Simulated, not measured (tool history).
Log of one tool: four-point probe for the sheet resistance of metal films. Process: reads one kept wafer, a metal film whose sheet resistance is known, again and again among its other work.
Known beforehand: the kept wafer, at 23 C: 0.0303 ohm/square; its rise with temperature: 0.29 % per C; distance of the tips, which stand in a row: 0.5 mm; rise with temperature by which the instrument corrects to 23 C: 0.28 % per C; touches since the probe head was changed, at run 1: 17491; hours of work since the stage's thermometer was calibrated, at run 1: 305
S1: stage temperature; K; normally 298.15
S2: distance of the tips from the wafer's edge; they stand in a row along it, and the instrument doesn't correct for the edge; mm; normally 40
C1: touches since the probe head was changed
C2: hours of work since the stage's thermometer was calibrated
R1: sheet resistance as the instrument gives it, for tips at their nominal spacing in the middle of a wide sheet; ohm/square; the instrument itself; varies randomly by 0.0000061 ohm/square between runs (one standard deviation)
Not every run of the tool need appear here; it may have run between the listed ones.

run,hour,S1,S2,C1,C2,R1
1,0.0,298.15,40,17491,305,0.030343
2,17.1,298.15,40,18267,315,0.030338
3,39.3,298.15,29,19270,328,0.030340
4,65.9,298.15,8,20477,343,0.030395
5,79.0,298.15,8,21071,350,0.030395
6,104.6,298.15,8,22233,365,0.030402
7,126.4,298.15,40,23222,378,0.030342
8,138.4,298.15,40,23765,384,0.030329
9,156.1,298.15,7,24567,395,0.030409
10,170.9,300.15,40,25236,403,0.030336
11,194.7,300.15,40,26314,417,0.030336
12,209.8,300.15,40,27000,425,0.030341
13,225.3,303.15,4,27701,434,0.030587
14,247.8,303.15,4,28723,447,0.030585
15,261.4,294.15,17,29336,455,0.030332
16,286.5,295.15,11,30477,469,0.030364
17,299.8,295.15,10,31077,477,0.030359

Predict the results of run 18:
18,310.8,300.15,13,31576,483,?

{"run 18": {"R1": 0.030357}}
If the tool had no hidden condition, the same run with the same run-to-run variation would have returned R1 0.030334 ohm/square.
